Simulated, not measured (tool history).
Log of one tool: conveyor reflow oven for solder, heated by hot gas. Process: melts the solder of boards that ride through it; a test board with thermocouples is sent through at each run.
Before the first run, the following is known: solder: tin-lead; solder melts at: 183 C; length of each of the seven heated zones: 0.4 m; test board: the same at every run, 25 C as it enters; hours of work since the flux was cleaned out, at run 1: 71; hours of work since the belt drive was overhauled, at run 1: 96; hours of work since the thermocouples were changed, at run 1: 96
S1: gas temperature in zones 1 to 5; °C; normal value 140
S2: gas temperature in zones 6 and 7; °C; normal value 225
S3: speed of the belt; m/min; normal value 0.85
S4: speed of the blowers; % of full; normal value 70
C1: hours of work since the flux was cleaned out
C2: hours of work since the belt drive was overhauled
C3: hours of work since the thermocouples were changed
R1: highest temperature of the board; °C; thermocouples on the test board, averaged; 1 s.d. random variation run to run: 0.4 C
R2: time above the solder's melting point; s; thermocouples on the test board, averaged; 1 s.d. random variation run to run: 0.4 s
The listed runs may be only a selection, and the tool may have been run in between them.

run    hour   S1   S2     S3  S4   C1   C2   C3     R1    R2
  1       0  140  225   0.85  70   71   96   96  206.1  34.3
  2    43.8  140  225   0.85  70   93  118  118  205.7  33.6
  3    88.9  140  225   0.85  70  116  141  141  204.5  33.5
  4   119.9  140  225   0.85  56  132  157  157  200.3  27.6
  5   151.1  140  225   0.85  56  148  173  173  200.1  28.6
  6   188.6  140  225   0.85  56  167  192  192  200.1  27.8
  7   218.5  140  225   0.85  56  183  208  208  199.9    27
  8   263.6  140  233   0.85  70  206  231  231  209.7  37.1
  9   302.7  140  233   0.85  70  226  251  251  209.6  37.5
      343.5  -- flux residue cleaned out of gas plates and filters
 10   355.2  140  233   0.85  70    6  275  275  212.9  40.3
 11   401.9  140  221   0.85  70   30  299  299  202.6  31.7
 12   441.6  140  221   0.85  70   50  319  319  202.1  31.6
      449.5  -- belt drive overhauled, speed set with a stopwatch
 13   486.9  140  221   0.85  70   71   19  340  201.6  31.1
 14   532.8  140  221   0.85  70   95   43  364  201.1  31.4
 15   564.1  140  225  0.862  70  111   59  380  204.3  32.7
 16   590.9  140  225  0.862  70  124   72  394  203.6    32
      619.5  -- belt drive overhauled, speed set with a stopwatch, once more
 17   619.5  126  238   0.85  80  137    0  406  214.6  36.2
 18   664.5  153  236  0.854  54  160   23  429  209.8    40
 19   702.1  141  228  0.822  52  179   42  448  201.4    30
 20     739  140  226   0.85  56  198   61  467  199.1    27
 21     782  140  228   0.85  70  220   83  489  205.7  33.1
 22   821.2  140  228   0.85  70  240  103  509  205.6  32.4
      832.4  -- flux residue cleaned out of gas plates and filters
 23   873.8  153  225   0.85  72   21  128  534  208.1  41.5
 24   893.7  137  221   0.85  70   31  138  544  201.4  30.1
 25   936.7  137  221   0.85  70   53  160  566  200.3  28.9
 26   984.8  140  225  0.942  70   78  184  591  200.5  26.2
 27  1027.1  140  225  0.942  70  100  206  612  201.4  26.2
 28  1064.6  126  225  0.942  70  119  225  631  197.6  19.1
 29  1094.7  140  225   0.85  59  134  240  647  200.4  28.9
 30  1119.7  130  224   0.69  63  147  253  659  205.8  40.3
 31  1159.4  140  225  0.883  70  167  274  680  203.6  29.5

What if the next run were any one of these 4? Each begins from the tool's condition after run 31:
  A  1190.5  140  225  0.844  71  183  290  696   ?   ?
  B  1190.5  140  227   0.85  70  183  290  696   ?   ?
  C  1190.5  140  216  0.938  70  183  290  696   ?   ?
  D  1190.5  133  219  0.725  70  183  290  696   ?   ?

run     R1    R2
  A    204  32.7
  B  204.8  33.7
  C  192.8  17.8
  D  201.7  35.4
With no hidden state in the tool, these same runs would have given:
run     R1    R2
  A  208.1  36.4
  B  208.9  37.2
  C  196.7  22.8
  D  205.6  39.8

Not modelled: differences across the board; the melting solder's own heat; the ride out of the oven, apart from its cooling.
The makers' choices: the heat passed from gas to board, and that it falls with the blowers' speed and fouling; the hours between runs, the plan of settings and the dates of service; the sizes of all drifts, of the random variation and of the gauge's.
